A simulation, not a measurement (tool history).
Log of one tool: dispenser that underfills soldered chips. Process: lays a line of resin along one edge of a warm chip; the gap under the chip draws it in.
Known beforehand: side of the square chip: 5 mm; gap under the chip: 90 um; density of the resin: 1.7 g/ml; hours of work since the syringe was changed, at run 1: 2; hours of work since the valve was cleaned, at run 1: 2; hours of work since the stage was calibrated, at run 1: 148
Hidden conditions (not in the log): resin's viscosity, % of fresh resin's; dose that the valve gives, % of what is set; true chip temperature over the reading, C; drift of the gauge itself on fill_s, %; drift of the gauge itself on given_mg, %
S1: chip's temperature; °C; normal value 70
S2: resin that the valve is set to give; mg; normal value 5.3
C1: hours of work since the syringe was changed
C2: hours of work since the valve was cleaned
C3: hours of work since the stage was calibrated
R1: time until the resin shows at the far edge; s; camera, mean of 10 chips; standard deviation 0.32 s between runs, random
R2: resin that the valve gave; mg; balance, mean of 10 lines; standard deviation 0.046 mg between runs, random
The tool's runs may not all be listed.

run,hour,S1,S2,C1,C2,C3,R1,R2
1,0,70,5.3,2,2,148,12.6,5.32
2,3.6,70,5.3,5,5,150,13.8,5.28
3,8.5,70,5.3,9,9,154,15.2,5.23
# hour 12.6: new syringe of resin
4,12.6,70,6.45,0,11,157,10.7,6.36
5,16.1,70,6.45,3,14,159,12.4,6.49
6,19.2,70,6.45,5,16,161,12.3,6.28
7,21.8,60,6.76,7,18,163,22.3,6.76
8,25.2,71,6.67,9,20,166,13.8,6.6
9,27.8,75,5.38,11,22,168,12.5,5.24
# hour 28.6: new syringe of resin
10,32.5,70,5,3,25,171,13.1,4.94
11,36.1,63,5.48,5,28,173,19.2,5.31

How would selected steps in R1 from run to run divide? Give the signed amount a tool lacking its hidden state would still show from settings, what came in and random variation, and the signed amount left for the hidden state, including any gauge scatter that is not in both of the compared results.
Run 3 -> 4: S2 5.3 -> 6.45, new syringe of resin. R1 -4.5 s: hidden state -3.7, all else -0.8.
Run 6 -> 7: S1 70 -> 60, S2 6.45 -> 6.76. R1 +10 s: hidden state +2.7, all else +7.3.
